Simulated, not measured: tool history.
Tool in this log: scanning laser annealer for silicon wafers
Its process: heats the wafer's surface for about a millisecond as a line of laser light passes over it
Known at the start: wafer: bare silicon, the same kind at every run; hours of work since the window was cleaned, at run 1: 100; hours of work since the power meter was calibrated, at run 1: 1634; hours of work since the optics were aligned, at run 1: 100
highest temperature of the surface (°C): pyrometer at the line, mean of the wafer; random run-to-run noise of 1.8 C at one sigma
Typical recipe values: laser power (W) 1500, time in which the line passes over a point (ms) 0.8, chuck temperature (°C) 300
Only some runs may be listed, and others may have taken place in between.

| run | hour | laser power (W) | time in which the line passes over a point (ms) | chuck temperature (°C) | hours of work since the window was cleaned | hours of work since the power meter was calibrated | hours of work since the optics were aligned | highest temperature of the surface (°C) |
|---|---|---|---|---|---|---|---|---|
| 1 | 0 | 1500 | 0.8 | 300 | 100 | 1634 | 100 | 1029 |
| 2 | 38.8 | 1500 | 0.8 | 300 | 129 | 1663 | 129 | 1030 |
| 3 | 70.9 | 1424 | 0.8 | 300 | 153 | 1687 | 153 | 990 |
| 4 | 109 | 1424 | 0.8 | 300 | 182 | 1716 | 182 | 994 |
| 5 | 144 | 1500 | 0.8 | 300 | 209 | 1742 | 209 | 1030 |
| 6 | 172.2 | 1500 | 0.8 | 300 | 230 | 1764 | 230 | 1032 |
| 7 | 228 | 1500 | 0.8 | 300 | 272 | 1806 | 272 | 1033 |
| 8 | 288.5 | 1500 | 0.8 | 300 | 318 | 1852 | 318 | 1027 |
| 9 | 332 | 1500 | 0.8 | 300 | 351 | 1884 | 351 | 1031 |
| 10 | 381.2 | 1500 | 0.644 | 300 | 388 | 1921 | 388 | 953 |
| 11 | 433.3 | 1500 | 0.8 | 300 | 427 | 1961 | 427 | 1030 |
| 12 | 459.8 | 1500 | 0.8 | 300 | 447 | 1981 | 447 | 1029 |
| 13 | 518.2 | 1500 | 0.8 | 300 | 491 | 2025 | 491 | 1030 |
| 14 | 558.9 | 1500 | 0.8 | 300 | 522 | 2056 | 522 | 1027 |
| 15 | 592.6 | 1500 | 0.8 | 296 | 547 | 2081 | 547 | 1027 |
| 16 | 636.6 | 1500 | 0.961 | 319 | 580 | 2114 | 580 | 1119 |
| 17 | 679.7 | 1500 | 0.961 | 319 | 613 | 2147 | 613 | 1120 |
| 18 | 711.6 | 1500 | 0.712 | 328 | 637 | 2171 | 637 | 1016 |
| 19 | 766.5 | 1582 | 0.699 | 289 | 678 | 2212 | 678 | 1006 |
| 20 | 804 | 1310 | 0.73 | 279 | 707 | 2241 | 707 | 885 |
| 21 | 832.4 | 1310 | 0.73 | 279 | 728 | 2262 | 728 | 887 |
|  | 840.5 | optics aligned, line set to its width |
| 22 | 872.2 | 1326 | 0.732 | 279 | 755 | 2288 | 24 | 895 |

3 options for the next run, each taken on its own from the tool as it stands now. Forecast them:
| A | 921.2 | 1439 | 0.8 | 264 | 792 | 2325 | 61 | ? |
| B | 921.2 | 1318 | 0.8 | 317 | 792 | 2325 | 61 | ? |
| C | 921.2 | 1326 | 0.758 | 281 | 792 | 2325 | 61 | ? |

| run | highest temperature of the surface (°C) |
|---|---|
| A | 965 |
| B | 956 |
| C | 907 |
Stripped of hidden state, with their random variation kept, the same runs would have yielded:
| run | highest temperature of the surface (°C) |
|---|---|
| A | 965 |
| B | 956 |
| C | 908 |
